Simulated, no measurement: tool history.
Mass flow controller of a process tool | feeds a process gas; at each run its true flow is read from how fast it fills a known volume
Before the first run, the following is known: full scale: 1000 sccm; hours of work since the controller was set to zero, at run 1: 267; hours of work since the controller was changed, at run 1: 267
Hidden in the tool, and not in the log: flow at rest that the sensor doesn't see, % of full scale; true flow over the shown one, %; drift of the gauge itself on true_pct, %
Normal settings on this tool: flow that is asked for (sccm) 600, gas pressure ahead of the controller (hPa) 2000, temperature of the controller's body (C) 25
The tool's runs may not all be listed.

run,hour,flow that is asked for (sccm),gas pressure ahead of the controller (hPa),temperature of the controller's body (C),hours of work since the controller was set to zero,hours of work since the controller was changed,true flow (%)
1,0.0,600,2000,25,267,267,99.30
2,201.0,600,2000,27,408,408,99.27
3,295.5,600,2000,27,475,475,99.19
4,410.5,600,2000,27,556,556,99.19
5,619.0,600,2000,27,704,704,99.21
6,815.4,600,2000,27,842,842,99.19
7,994.0,600,2000,27,968,968,99.21
8,1111.9,662,2000,27,1052,1052,99.36
9,1248.4,662,2000,27,1148,1148,99.49
10,1421.7,600,2000,25,1270,1270,99.18
11,1622.1,600,2000,25,1412,1412,99.13
12,1830.2,600,2000,25,1559,1559,98.99
13,1996.7,600,2000,25,1676,1676,98.94
14,2137.6,600,2000,25,1776,1776,99.08
15,2288.6,600,1680,25,1882,1882,99.05
16,2459.0,600,2000,21,2003,2003,98.92
17,2658.6,600,2000,21,2143,2143,99.06
18,2841.4,600,2000,21,2272,2272,99.16
19,2962.1,600,2000,21,2358,2358,98.96
20,3063.8,600,2000,21,2429,2429,99.02

What will run 21 give?
21,3211.0,600,2000,21,2533,2533,?

true flow (%): 98.80
The same run, on a tool lacking any hidden state, would have yielded true flow (%) 99.01.
